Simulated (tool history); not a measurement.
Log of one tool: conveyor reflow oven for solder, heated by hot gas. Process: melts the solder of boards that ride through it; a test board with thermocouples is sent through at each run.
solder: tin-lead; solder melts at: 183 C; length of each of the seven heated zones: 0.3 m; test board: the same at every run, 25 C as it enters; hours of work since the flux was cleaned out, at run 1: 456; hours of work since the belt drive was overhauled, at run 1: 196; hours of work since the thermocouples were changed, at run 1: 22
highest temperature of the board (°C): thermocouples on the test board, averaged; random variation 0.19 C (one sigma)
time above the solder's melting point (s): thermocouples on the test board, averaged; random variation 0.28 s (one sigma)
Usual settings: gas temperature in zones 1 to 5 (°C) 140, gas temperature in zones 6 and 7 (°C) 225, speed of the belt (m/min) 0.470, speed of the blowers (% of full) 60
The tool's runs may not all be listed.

| run | hour | gas temperature in zones 1 to 5 (°C) | gas temperature in zones 6 and 7 (°C) | speed of the belt (m/min) | speed of the blowers (% of full) | hours of work since the flux was cleaned out | hours of work since the belt drive was overhauled | hours of work since the thermocouples were changed | highest temperature of the board (°C) | time above the solder's melting point (s) |
|---|---|---|---|---|---|---|---|---|---|---|
| 1 | 0.0 | 140 | 225 | 0.470 | 60 | 456 | 196 | 22 | 202.9 | 41.6 |
| 2 | 8.1 | 140 | 225 | 0.470 | 60 | 463 | 202 | 28 | 202.7 | 42.0 |
| 3 | 14.6 | 140 | 225 | 0.470 | 60 | 468 | 207 | 34 | 202.8 | 41.3 |
|  | 22.9 | flux residue cleaned out of gas plates and filters |
| 4 | 26.6 | 140 | 225 | 0.470 | 60 | 3 | 213 | 39 | 203.0 | 42.1 |
| 5 | 38.9 | 140 | 225 | 0.470 | 60 | 13 | 223 | 49 | 203.0 | 41.9 |
| 6 | 46.7 | 140 | 225 | 0.470 | 60 | 19 | 229 | 55 | 202.9 | 41.9 |
| 7 | 58.7 | 140 | 225 | 0.470 | 84 | 29 | 238 | 65 | 209.0 | 50.6 |
| 8 | 70.8 | 140 | 225 | 0.470 | 60 | 38 | 248 | 74 | 202.7 | 42.0 |
| 9 | 81.0 | 140 | 225 | 0.427 | 60 | 46 | 256 | 83 | 206.1 | 51.9 |
| 10 | 93.0 | 140 | 225 | 0.427 | 60 | 56 | 266 | 92 | 206.2 | 51.5 |
| 11 | 103.2 | 133 | 225 | 0.470 | 60 | 64 | 274 | 100 | 201.0 | 36.8 |
| 12 | 109.8 | 154 | 225 | 0.408 | 60 | 70 | 279 | 106 | 210.5 | 66.6 |
| 13 | 118.6 | 154 | 225 | 0.408 | 60 | 77 | 286 | 113 | 210.3 | 66.6 |
| 14 | 124.5 | 140 | 219 | 0.390 | 63 | 81 | 291 | 117 | 204.5 | 55.7 |
| 15 | 136.3 | 140 | 229 | 0.470 | 60 | 91 | 301 | 127 | 206.0 | 45.6 |
| 16 | 146.9 | 140 | 229 | 0.470 | 60 | 99 | 309 | 135 | 206.0 | 45.5 |
| 17 | 155.7 | 140 | 229 | 0.470 | 60 | 106 | 316 | 142 | 206.2 | 45.7 |
| 18 | 162.2 | 150 | 225 | 0.486 | 60 | 111 | 321 | 148 | 204.3 | 45.7 |
| 19 | 172.6 | 140 | 237 | 0.512 | 76 | 120 | 330 | 156 | 213.7 | 49.6 |
| 20 | 179.2 | 140 | 237 | 0.507 | 77 | 125 | 335 | 161 | 214.5 | 50.4 |
| 21 | 186.3 | 140 | 237 | 0.507 | 77 | 131 | 341 | 167 | 214.4 | 50.5 |

How the hidden state differs across the entries between the runs, from the last listed run before each to the first after it:
Between runs 3 and 4: flux residue cleaned out of gas plates and filters (hour 22.9)
  heat that the gas passes to the board, % of a clean oven's: 99.8 -> 100
